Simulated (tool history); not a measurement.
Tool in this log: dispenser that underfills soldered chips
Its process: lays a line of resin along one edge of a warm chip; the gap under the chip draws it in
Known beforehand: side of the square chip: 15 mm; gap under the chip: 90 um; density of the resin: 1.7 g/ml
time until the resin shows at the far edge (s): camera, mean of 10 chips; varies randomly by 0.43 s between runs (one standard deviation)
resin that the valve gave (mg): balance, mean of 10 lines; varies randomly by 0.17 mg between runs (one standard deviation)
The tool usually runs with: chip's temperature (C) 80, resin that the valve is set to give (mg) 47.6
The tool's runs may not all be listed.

run,hour,chip's temperature (C),resin that the valve is set to give (mg),time until the resin shows at the far edge (s),resin that the valve gave (mg)
1,0.0,80,47.6,53.7,45.39
# hour 3.4: new syringe of resin
2,7.2,80,47.6,38.6,45.34
# hour 17.8: new syringe of resin
3,17.9,80,61.4,30.4,58.28
4,24.5,80,47.6,43.8,44.77
# hour 31.9: new syringe of resin
5,32.2,80,47.6,32.7,44.71
6,40.0,80,47.6,47.9,44.51
# hour 46.0: new syringe of resin
7,48.7,80,47.6,37.2,44.69
8,55.5,80,47.6,52.5,44.21
# hour 60.2: new syringe of resin
9,66.1,80,47.6,43.2,44.09
10,71.4,80,47.6,55.8,44.12
# hour 74.3: new syringe of resin
11,76.8,80,47.6,36.6,43.81
# hour 81.4: dispensing valve cleaned and set on the balance
12,88.4,80,47.6,59.7,47.52
# hour 89.2: new syringe of resin
13,93.2,80,47.6,39.4,47.57
14,99.0,74,47.6,62.5,47.54
# hour 103.0: new syringe of resin
15,107.4,74,47.6,49.6,46.83
16,112.8,68,48.6,76.2,48.25
# hour 117.0: new syringe of resin
17,120.0,94,48.6,25.3,47.92
18,130.0,80,49.9,59.6,48.69
# hour 130.8: new syringe of resin
19,140.3,80,51.8,49.5,50.63

Run 20 comes next. What will it give?
# hour 144.9: new syringe of resin
20,145.4,73,48.8,?,?

{"run 20": {"time until the resin shows at the far edge (s)": 41.6, "resin that the valve gave (mg)": 47.54}}
With the hidden condition absent and the run-to-run variation left alone, this run would have shown time until the resin shows at the far edge (s) 38.5, resin that the valve gave (mg) 48.88.
